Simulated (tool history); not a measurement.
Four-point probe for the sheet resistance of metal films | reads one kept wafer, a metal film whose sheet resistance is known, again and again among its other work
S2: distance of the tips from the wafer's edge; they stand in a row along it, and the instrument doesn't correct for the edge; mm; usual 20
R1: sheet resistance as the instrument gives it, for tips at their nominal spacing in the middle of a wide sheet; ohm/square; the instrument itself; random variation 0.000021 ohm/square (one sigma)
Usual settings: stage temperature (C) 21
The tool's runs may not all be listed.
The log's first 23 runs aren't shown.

Run 24, hour 1749.5: usual settings but stage temperature (C) 26. Result: R1 0.103848 ohm/square.
Run 25, hour 1815.7: usual settings but stage temperature (C) 26. Result: R1 0.103897 ohm/square.
Run 26, hour 1889.7: usual settings but stage temperature (C) 27, S2 3 mm. Result: R1 0.106148 ohm/square.
Run 27, hour 1999.3: usual settings but stage temperature (C) 27, S2 3 mm. Result: R1 0.106208 ohm/square.
Run 28, hour 2105.8: usual settings but stage temperature (C) 23, S2 14 mm. Result: R1 0.104256 ohm/square.
Run 29, hour 2153.4: usual settings but stage temperature (C) 34, S2 3 mm. Result: R1 0.105539 ohm/square.
Run 30, hour 2200.7: usual settings but stage temperature (C) 34, S2 3 mm. Result: R1 0.105533 ohm/square.
Run 31, hour 2298.9: usual settings but stage temperature (C) 34, S2 3 mm. Result: R1 0.105513 ohm/square.
Run 32, hour 2397.0: usual settings but stage temperature (C) 34, S2 3 mm. Result: R1 0.105589 ohm/square.
Run 33, hour 2506.4: usual settings but stage temperature (C) 34, S2 3 mm. Result: R1 0.105569 ohm/square.
Run 34, hour 2585.3: usual settings but stage temperature (C) 24, S2 25 mm. Result: R1 0.104129 ohm/square.
Run 35, hour 2644.9: usual settings but stage temperature (C) 18, S2 7 mm. Result: R1 0.105189 ohm/square.
Run 36, hour 2723.6: usual settings but stage temperature (C) 19, S2 3 mm. Result: R1 0.107077 ohm/square.
Run 37, hour 2768.7: usual settings but stage temperature (C) 32, S2 8 mm. Result: R1 0.103728 ohm/square.
Run 38, hour 2822.5: usual settings but stage temperature (C) 32, S2 5 mm. Result: R1 0.104258 ohm/square.
At hour 2874.1: stage's thermometer calibrated.
Run 39, hour 2874.1: usual settings but S2 13 mm. Result: R1 0.104642 ohm/square.
Run 40, hour 2949.2: usual settings but stage temperature (C) 24, S2 11 mm. Result: R1 0.104419 ohm/square.

Run 41 comes next. What will it give?
Run 41, hour 3003.1: usual settings but stage temperature (C) 24, S2 11 mm. Result: R1 ?.

{"run 41": {"R1": 0.104396}}
Without the tool's hidden state the same run would have given R1 0.103681 ohm/square.
